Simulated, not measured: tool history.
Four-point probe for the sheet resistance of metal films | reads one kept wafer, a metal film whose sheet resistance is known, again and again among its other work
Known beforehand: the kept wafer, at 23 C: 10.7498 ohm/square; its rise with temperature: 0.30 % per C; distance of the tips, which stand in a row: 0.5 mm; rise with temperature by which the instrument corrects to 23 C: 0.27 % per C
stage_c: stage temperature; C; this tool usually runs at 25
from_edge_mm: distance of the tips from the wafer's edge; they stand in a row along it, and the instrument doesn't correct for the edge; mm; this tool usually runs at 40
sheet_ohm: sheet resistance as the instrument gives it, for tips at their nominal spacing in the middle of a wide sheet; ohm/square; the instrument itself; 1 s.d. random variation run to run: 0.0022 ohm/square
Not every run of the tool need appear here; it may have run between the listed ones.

Run 1, hour 0: usual settings. Result: sheet_ohm 10.794448 ohm/square.
Run 2, hour 55.6: usual settings but stage_c 22 C. Result: sheet_ohm 10.790427 ohm/square.
Run 3, hour 109.1: usual settings but stage_c 22 C. Result: sheet_ohm 10.794881 ohm/square.
Run 4, hour 162: usual settings but stage_c 20 C. Result: sheet_ohm 10.795008 ohm/square.
Run 5, hour 218.1: usual settings. Result: sheet_ohm 10.806603 ohm/square.
Run 6, hour 252.5: usual settings. Result: sheet_ohm 10.806192 ohm/square.
Run 7, hour 288.2: usual settings. Result: sheet_ohm 10.813771 ohm/square.
Run 8, hour 329.2: usual settings. Result: sheet_ohm 10.819369 ohm/square.
Run 9, hour 390: usual settings but stage_c 32 C. Result: sheet_ohm 10.841297 ohm/square.
Run 10, hour 449.5: usual settings but stage_c 32 C. Result: sheet_ohm 10.847134 ohm/square.
Run 11, hour 480.6: usual settings but stage_c 32 C. Result: sheet_ohm 10.84835 ohm/square.
Run 12, hour 538.6: usual settings but stage_c 30 C. Result: sheet_ohm 10.844278 ohm/square.
Run 13, hour 598.3: usual settings but stage_c 24 C. Result: sheet_ohm 10.838101 ohm/square.
Run 14, hour 633.6: usual settings but from_edge_mm 4 mm. Result: sheet_ohm 10.928894 ohm/square.
Run 15, hour 659.7: usual settings. Result: sheet_ohm 10.845928 ohm/square.
Run 16, hour 705.8: usual settings. Result: sheet_ohm 10.851561 ohm/square.
Run 17, hour 740.8: usual settings. Result: sheet_ohm 10.850416 ohm/square.
Run 18, hour 782.5: usual settings but from_edge_mm 22 mm. Result: sheet_ohm 10.857058 ohm/square.
Run 19, hour 829.8: usual settings but from_edge_mm 22 mm. Result: sheet_ohm 10.858747 ohm/square.
Run 20, hour 888.4: usual settings but stage_c 24 C. Result: sheet_ohm 10.85843 ohm/square.
Run 21, hour 914.5: usual settings. Result: sheet_ohm 10.862354 ohm/square.
Run 22, hour 968.3: usual settings. Result: sheet_ohm 10.862665 ohm/square.
Run 23, hour 1019.1: usual settings. Result: sheet_ohm 10.874182 ohm/square.
Run 24, hour 1069.6: usual settings. Result: sheet_ohm 10.878079 ohm/square.
Run 25, hour 1100.5: usual settings but stage_c 35 C, from_edge_mm 66 mm. Result: sheet_ohm 10.898901 ohm/square.
Run 26, hour 1143.5: usual settings but stage_c 19 C, from_edge_mm 17 mm. Result: sheet_ohm 10.870477 ohm/square.
Run 27, hour 1173.2: usual settings but stage_c 19 C, from_edge_mm 17 mm. Result: sheet_ohm 10.870629 ohm/square.
Run 28, hour 1227.3: usual settings but stage_c 27 C, from_edge_mm 36 mm. Result: sheet_ohm 10.891995 ohm/square.
Run 29, hour 1280.4: usual settings but stage_c 28 C, from_edge_mm 5 mm. Result: sheet_ohm 10.957065 ohm/square.
Run 30, hour 1326.6: usual settings but stage_c 34 C, from_edge_mm 5 mm. Result: sheet_ohm 10.974493 ohm/square.
Run 31, hour 1383.4: usual settings but stage_c 34 C, from_edge_mm 5 mm. Result: sheet_ohm 10.977123 ohm/square.
At hour 1387.3: new probe head fitted.
Run 32, hour 1446.1: usual settings but stage_c 19 C, from_edge_mm 8 mm. Result: sheet_ohm 10.736892 ohm/square.
Run 33, hour 1493.5: usual settings but stage_c 19 C, from_edge_mm 8 mm. Result: sheet_ohm 10.743212 ohm/square.
Run 34, hour 1552.6: usual settings but stage_c 19 C, from_edge_mm 8 mm. Result: sheet_ohm 10.746174 ohm/square.
Run 35, hour 1605.8: usual settings but stage_c 22 C, from_edge_mm 7 mm. Result: sheet_ohm 10.765547 ohm/square.
Run 36, hour 1634.3: usual settings but stage_c 22 C, from_edge_mm 7 mm. Result: sheet_ohm 10.76825 ohm/square.
Run 37, hour 1698.2: usual settings but stage_c 20 C, from_edge_mm 3 mm. Result: sheet_ohm 10.894167 ohm/square.
Run 38, hour 1742: usual settings but stage_c 34 C, from_edge_mm 4 mm. Result: sheet_ohm 10.867459 ohm/square.
Run 39, hour 1797.8: usual settings but stage_c 34 C, from_edge_mm 4 mm. Result: sheet_ohm 10.873618 ohm/square.
Run 40, hour 1834.5: usual settings but stage_c 28 C, from_edge_mm 19 mm. Result: sheet_ohm 10.774182 ohm/square.
Run 41, hour 1866.5: usual settings but stage_c 28 C, from_edge_mm 19 mm. Result: sheet_ohm 10.772313 ohm/square.
Run 42, hour 1917.9: usual settings but stage_c 28 C, from_edge_mm 19 mm. Result: sheet_ohm 10.773835 ohm/square.
Run 43, hour 1959.4: usual settings but stage_c 24 C, from_edge_mm 58 mm. Result: sheet_ohm 10.767413 ohm/square.
Run 44, hour 1996.5: usual settings but stage_c 26 C, from_edge_mm 4 mm. Result: sheet_ohm 10.86438 ohm/square.
Run 45, hour 2047.5: usual settings but from_edge_mm 38 mm. Result: sheet_ohm 10.77304 ohm/square.
Run 46, hour 2092.9: usual settings but stage_c 31 C, from_edge_mm 5 mm. Result: sheet_ohm 10.84957 ohm/square.

Branching from run 46: 3 alternative next runs. What would each branch give?
Run A, hour 2131.9: usual settings but from_edge_mm 15 mm. Result: sheet_ohm ?.
Run B, hour 2131.9: usual settings but stage_c 21 C, from_edge_mm 5 mm. Result: sheet_ohm ?.
Run C, hour 2131.9: usual settings but stage_c 28 C, from_edge_mm 49 mm. Result: sheet_ohm ?.

run  sheet_ohm
  A  10.789702
  B  10.829678
  C  10.789423
Had the tool no hidden state, the same runs would have come out as:
run  sheet_ohm
  A  10.761906
  B   10.80195
  C  10.761513
